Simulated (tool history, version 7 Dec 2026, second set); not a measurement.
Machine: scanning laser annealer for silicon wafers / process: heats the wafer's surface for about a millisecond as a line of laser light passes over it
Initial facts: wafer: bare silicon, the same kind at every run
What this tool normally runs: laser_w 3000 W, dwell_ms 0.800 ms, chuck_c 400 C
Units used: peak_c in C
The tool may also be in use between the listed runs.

{"run": 1, "hour": 0.0, "laser_w": 3000, "dwell_ms": 0.8, "chuck_c": 400, "peak_c": 1216}
{"run": 2, "hour": 8.8, "laser_w": 3000, "dwell_ms": 0.8, "chuck_c": 416, "peak_c": 1229}
{"run": 3, "hour": 15.9, "laser_w": 3132, "dwell_ms": 0.8, "chuck_c": 416, "peak_c": 1275}
{"run": 4, "hour": 23.7, "laser_w": 3000, "dwell_ms": 0.8, "chuck_c": 400, "peak_c": 1212}
{"run": 5, "hour": 29.7, "laser_w": 3000, "dwell_ms": 0.8, "chuck_c": 400, "peak_c": 1210}
{"run": 6, "hour": 36.1, "laser_w": 3000, "dwell_ms": 0.8, "chuck_c": 400, "peak_c": 1211}
{"run": 7, "hour": 41.5, "laser_w": 3000, "dwell_ms": 0.8, "chuck_c": 400, "peak_c": 1210}
{"run": 8, "hour": 50.7, "laser_w": 2672, "dwell_ms": 0.68, "chuck_c": 417, "peak_c": 1056}
{"run": 9, "hour": 55.8, "laser_w": 3074, "dwell_ms": 0.68, "chuck_c": 434, "peak_c": 1199}
{"run": 10, "hour": 60.9, "laser_w": 3000, "dwell_ms": 0.577, "chuck_c": 406, "peak_c": 1080}
{"run": 11, "hour": 66.4, "laser_w": 3000, "dwell_ms": 0.577, "chuck_c": 406, "peak_c": 1079}
{"run": 12, "hour": 74.5, "laser_w": 3000, "dwell_ms": 0.957, "chuck_c": 369, "peak_c": 1264}
{"run": 13, "hour": 80.3, "laser_w": 3000, "dwell_ms": 0.957, "chuck_c": 369, "peak_c": 1266}

Here are 5 independent what-if runs from the current tool condition. What would each one return?
{"run": "A", "hour": 86.1, "laser_w": 2708, "dwell_ms": 0.838, "chuck_c": 409, "peak_c": "?"}
{"run": "B", "hour": 86.1, "laser_w": 2617, "dwell_ms": 0.652, "chuck_c": 361, "peak_c": "?"}
{"run": "C", "hour": 86.1, "laser_w": 2699, "dwell_ms": 0.776, "chuck_c": 360, "peak_c": "?"}
{"run": "D", "hour": 86.1, "laser_w": 3000, "dwell_ms": 0.957, "chuck_c": 385, "peak_c": "?"}
{"run": "E", "hour": 86.1, "laser_w": 2969, "dwell_ms": 0.957, "chuck_c": 376, "peak_c": "?"}

run=A peak_c=1138
run=B peak_c=967
run=C peak_c=1053
run=D peak_c=1285
run=E peak_c=1258
Take away the tool's hidden state, keep each run's random variation, and the runs would have read:
run=A peak_c=1168
run=B peak_c=991
run=C peak_c=1081
run=D peak_c=1322
run=E peak_c=1294
